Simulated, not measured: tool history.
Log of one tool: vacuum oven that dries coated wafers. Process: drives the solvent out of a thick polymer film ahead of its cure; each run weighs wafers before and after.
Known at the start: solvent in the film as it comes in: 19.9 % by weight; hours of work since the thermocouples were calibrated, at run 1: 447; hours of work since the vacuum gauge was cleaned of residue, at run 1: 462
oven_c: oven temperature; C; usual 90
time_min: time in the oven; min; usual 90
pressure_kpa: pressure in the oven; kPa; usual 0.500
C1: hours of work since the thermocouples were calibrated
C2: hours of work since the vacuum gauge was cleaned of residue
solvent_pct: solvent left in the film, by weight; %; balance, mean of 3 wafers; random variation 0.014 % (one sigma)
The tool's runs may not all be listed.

{"run": 1, "hour": 0.0, "oven_c": 90, "time_min": 90, "pressure_kpa": 0.5, "C1": 447, "C2": 462, "solvent_pct": 1.5}
{"run": 2, "hour": 35.3, "oven_c": 90, "time_min": 90, "pressure_kpa": 0.5, "C1": 473, "C2": 488, "solvent_pct": 1.5}
{"run": 3, "hour": 70.7, "oven_c": 76, "time_min": 90, "pressure_kpa": 0.5, "C1": 498, "C2": 514, "solvent_pct": 4.24}
{"run": 4, "hour": 96.9, "oven_c": 78, "time_min": 90, "pressure_kpa": 0.5, "C1": 518, "C2": 533, "solvent_pct": 3.75}
{"run": 5, "hour": 136.2, "oven_c": 78, "time_min": 90, "pressure_kpa": 0.5, "C1": 546, "C2": 561, "solvent_pct": 3.74}
{"run": 6, "hour": 169.9, "oven_c": 78, "time_min": 90, "pressure_kpa": 0.5, "C1": 571, "C2": 586, "solvent_pct": 3.72}
{"run": 7, "hour": 197.0, "oven_c": 78, "time_min": 90, "pressure_kpa": 0.5, "C1": 590, "C2": 605, "solvent_pct": 3.7}
{"run": 8, "hour": 221.4, "oven_c": 90, "time_min": 90, "pressure_kpa": 0.423, "C1": 608, "C2": 623, "solvent_pct": 1.43}
{"run": 9, "hour": 251.3, "oven_c": 90, "time_min": 90, "pressure_kpa": 0.423, "C1": 630, "C2": 645, "solvent_pct": 1.46}
{"run": 10, "hour": 287.0, "oven_c": 90, "time_min": 90, "pressure_kpa": 0.423, "C1": 656, "C2": 671, "solvent_pct": 1.45}
{"run": 11, "hour": 319.1, "oven_c": 90, "time_min": 90, "pressure_kpa": 0.423, "C1": 679, "C2": 694, "solvent_pct": 1.46}
{"run": 12, "hour": 343.9, "oven_c": 90, "time_min": 90, "pressure_kpa": 0.423, "C1": 697, "C2": 712, "solvent_pct": 1.44}
{"run": 13, "hour": 364.3, "oven_c": 90, "time_min": 92, "pressure_kpa": 0.423, "C1": 712, "C2": 727, "solvent_pct": 1.37}
{"run": 14, "hour": 407.5, "oven_c": 90, "time_min": 92, "pressure_kpa": 0.423, "C1": 743, "C2": 758, "solvent_pct": 1.39}
{"run": 15, "hour": 443.3, "oven_c": 90, "time_min": 92, "pressure_kpa": 0.423, "C1": 769, "C2": 784, "solvent_pct": 1.39}
{"run": 16, "hour": 473.9, "oven_c": 90, "time_min": 92, "pressure_kpa": 0.423, "C1": 791, "C2": 807, "solvent_pct": 1.37}
{"run": 17, "hour": 512.9, "oven_c": 90, "time_min": 92, "pressure_kpa": 0.423, "C1": 820, "C2": 835, "solvent_pct": 1.38}
{"run": 18, "hour": 549.7, "oven_c": 90, "time_min": 92, "pressure_kpa": 0.423, "C1": 847, "C2": 862, "solvent_pct": 1.38}
{"run": 19, "hour": 571.0, "oven_c": 90, "time_min": 92, "pressure_kpa": 0.423, "C1": 862, "C2": 877, "solvent_pct": 1.38}
{"run": 20, "hour": 589.3, "oven_c": 90, "time_min": 92, "pressure_kpa": 0.423, "C1": 875, "C2": 890, "solvent_pct": 1.36}
{"run": 21, "hour": 611.3, "oven_c": 90, "time_min": 92, "pressure_kpa": 0.423, "C1": 891, "C2": 906, "solvent_pct": 1.36}
{"run": 22, "hour": 635.2, "oven_c": 90, "time_min": 92, "pressure_kpa": 0.423, "C1": 909, "C2": 924, "solvent_pct": 1.38}
{"run": 23, "hour": 677.8, "oven_c": 90, "time_min": 92, "pressure_kpa": 0.423, "C1": 940, "C2": 955, "solvent_pct": 1.39}
{"run": 24, "hour": 705.1, "oven_c": 101, "time_min": 90, "pressure_kpa": 0.5, "C1": 959, "C2": 975, "solvent_pct": 0.52}
{"run": 25, "hour": 730.7, "oven_c": 101, "time_min": 90, "pressure_kpa": 0.5, "C1": 978, "C2": 993, "solvent_pct": 0.54}
{"run": 26, "hour": 750.1, "oven_c": 90, "time_min": 90, "pressure_kpa": 1.543, "C1": 992, "C2": 1007, "solvent_pct": 1.92}
{"run": 27, "hour": 769.1, "oven_c": 90, "time_min": 90, "pressure_kpa": 1.543, "C1": 1006, "C2": 1021, "solvent_pct": 1.93}
{"run": 28, "hour": 794.9, "oven_c": 103, "time_min": 134, "pressure_kpa": 0.621, "C1": 1025, "C2": 1040, "solvent_pct": 0.33}
{"run": 29, "hour": 821.6, "oven_c": 103, "time_min": 134, "pressure_kpa": 0.621, "C1": 1044, "C2": 1059, "solvent_pct": 0.34}
{"run": 30, "hour": 843.3, "oven_c": 103, "time_min": 52, "pressure_kpa": 1.431, "C1": 1060, "C2": 1075, "solvent_pct": 1.67}
{"run": 31, "hour": 884.7, "oven_c": 90, "time_min": 90, "pressure_kpa": 1.39, "C1": 1090, "C2": 1105, "solvent_pct": 1.85}
{"run": 32, "hour": 905.0, "oven_c": 100, "time_min": 50, "pressure_kpa": 0.5, "C1": 1105, "C2": 1120, "solvent_pct": 1.96}
{"run": 33, "hour": 925.2, "oven_c": 94, "time_min": 93, "pressure_kpa": 0.555, "C1": 1119, "C2": 1135, "solvent_pct": 0.97}
{"run": 34, "hour": 947.1, "oven_c": 94, "time_min": 93, "pressure_kpa": 0.555, "C1": 1135, "C2": 1150, "solvent_pct": 0.99}
{"run": 35, "hour": 984.3, "oven_c": 79, "time_min": 56, "pressure_kpa": 0.268, "C1": 1162, "C2": 1178, "solvent_pct": 5.81}
{"run": 36, "hour": 1006.9, "oven_c": 79, "time_min": 51, "pressure_kpa": 0.253, "C1": 1179, "C2": 1194, "solvent_pct": 6.31}
{"run": 37, "hour": 1025.5, "oven_c": 79, "time_min": 63, "pressure_kpa": 0.483, "C1": 1192, "C2": 1208, "solvent_pct": 5.23}
{"run": 38, "hour": 1055.6, "oven_c": 80, "time_min": 52, "pressure_kpa": 0.5, "C1": 1214, "C2": 1229, "solvent_pct": 6.09}
{"run": 39, "hour": 1092.4, "oven_c": 88, "time_min": 140, "pressure_kpa": 0.5, "C1": 1241, "C2": 1256, "solvent_pct": 0.82}
{"run": 40, "hour": 1115.9, "oven_c": 88, "time_min": 71, "pressure_kpa": 0.296, "C1": 1258, "C2": 1273, "solvent_pct": 2.49}
{"run": 41, "hour": 1136.7, "oven_c": 83, "time_min": 64, "pressure_kpa": 0.268, "C1": 1273, "C2": 1288, "solvent_pct": 4.04}
{"run": 42, "hour": 1166.3, "oven_c": 101, "time_min": 93, "pressure_kpa": 0.58, "C1": 1295, "C2": 1310, "solvent_pct": 0.56}
{"run": 43, "hour": 1201.4, "oven_c": 101, "time_min": 93, "pressure_kpa": 0.58, "C1": 1320, "C2": 1335, "solvent_pct": 0.54}
{"run": 44, "hour": 1240.7, "oven_c": 87, "time_min": 96, "pressure_kpa": 0.547, "C1": 1349, "C2": 1364, "solvent_pct": 1.69}
{"run": 45, "hour": 1262.0, "oven_c": 83, "time_min": 90, "pressure_kpa": 0.5, "C1": 1364, "C2": 1379, "solvent_pct": 2.54}
{"run": 46, "hour": 1288.3, "oven_c": 83, "time_min": 90, "pressure_kpa": 0.5, "C1": 1383, "C2": 1398, "solvent_pct": 2.55}
{"run": 47, "hour": 1309.8, "oven_c": 83, "time_min": 90, "pressure_kpa": 0.5, "C1": 1399, "C2": 1414, "solvent_pct": 2.53}

Forecast each of these 3 alternatives for the next run:
{"run": "A", "hour": 1343.4, "oven_c": 80, "time_min": 130, "pressure_kpa": 0.738, "C1": 1423, "C2": 1439, "solvent_pct": "?"}
{"run": "B", "hour": 1343.4, "oven_c": 85, "time_min": 104, "pressure_kpa": 0.373, "C1": 1423, "C2": 1439, "solvent_pct": "?"}
{"run": "C", "hour": 1343.4, "oven_c": 90, "time_min": 91, "pressure_kpa": 0.5, "C1": 1423, "C2": 1439, "solvent_pct": "?"}

run=A solvent_pct=1.95
run=B solvent_pct=1.64
run=C solvent_pct=1.41
Without the tool's hidden state the same runs would have given:
run=A solvent_pct=1.93
run=B solvent_pct=1.66
run=C solvent_pct=1.44

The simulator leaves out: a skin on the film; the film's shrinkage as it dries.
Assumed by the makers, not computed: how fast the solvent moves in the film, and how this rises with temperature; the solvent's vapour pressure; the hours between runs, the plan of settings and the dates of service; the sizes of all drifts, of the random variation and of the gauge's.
